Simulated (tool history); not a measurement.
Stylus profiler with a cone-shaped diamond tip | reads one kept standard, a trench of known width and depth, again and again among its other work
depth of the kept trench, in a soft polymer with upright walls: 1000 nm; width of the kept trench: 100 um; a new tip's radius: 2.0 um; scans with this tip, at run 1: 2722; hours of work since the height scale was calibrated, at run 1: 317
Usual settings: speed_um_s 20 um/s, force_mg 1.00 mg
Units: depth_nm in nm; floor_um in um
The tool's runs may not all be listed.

run,hour,speed_um_s,force_mg,scans with this tip,hours of work since the height scale was calibrated,depth_nm,floor_um
1,0.0,20,1.00,2722,317,1007.51,95.96
2,14.2,20,1.00,2788,324,1007.02,96.02
3,40.0,74,1.00,2906,338,1007.00,95.56
4,64.4,20,1.00,3019,351,1007.15,96.00
5,80.4,20,1.00,3093,360,1006.68,96.04
6,103.9,20,1.00,3201,372,1006.68,95.99
7,125.3,20,1.00,3299,384,1007.14,96.00
8,137.1,20,1.00,3353,390,1007.30,95.98
9,165.4,20,1.00,3484,405,1006.50,95.98
10,187.8,63,1.00,3587,417,1006.81,95.68
11,202.2,20,1.00,3653,425,1007.19,95.99
12,228.2,20,1.00,3773,439,1006.64,95.97
13,254.8,20,1.00,3895,453,1006.66,95.90
14,268.7,20,1.00,3959,461,1006.57,95.92
15,293.8,20,1.00,4075,474,1006.51,95.95
16,309.0,15,0.65,4145,482,1004.82,95.93
17,323.3,15,0.65,4210,490,1004.62,95.87
18,335.7,26,0.70,4268,496,1004.82,95.82
19,355.3,28,0.51,4358,507,1003.81,95.72
20,381.7,19,1.17,4479,521,1007.25,95.91
21,398.3,27,0.85,4556,530,1005.63,95.80
22,426.5,45,1.20,4686,545,1007.61,95.66
23,454.5,45,1.20,4814,560,1007.49,95.65
24,479.5,39,0.49,4930,573,1003.31,95.57
25,505.2,72,1.90,5048,587,1010.64,95.59
26,532.4,14,0.66,5173,602,1004.41,95.84
27,561.0,25,1.16,5305,617,1006.96,95.75
28,581.0,39,2.80,5397,628,1014.12,95.78
29,593.2,39,2.80,5453,634,1014.30,95.79

Forecast each of these 4 alternatives for the next run:
A,607.5,43,1.38,5519,642,?,?
B,607.5,65,1.00,5519,642,?,?
C,607.5,17,0.89,5519,642,?,?
D,607.5,9,0.56,5519,642,?,?

run,depth_nm,floor_um
A,1008.03,95.65
B,1006.27,95.47
C,1005.98,95.74
D,1003.58,95.82
Without the tool's hidden state the same runs would have given:
run,depth_nm,floor_um
A,1009.98,96.22
B,1008.21,96.05
C,1007.92,96.32
D,1005.52,96.40
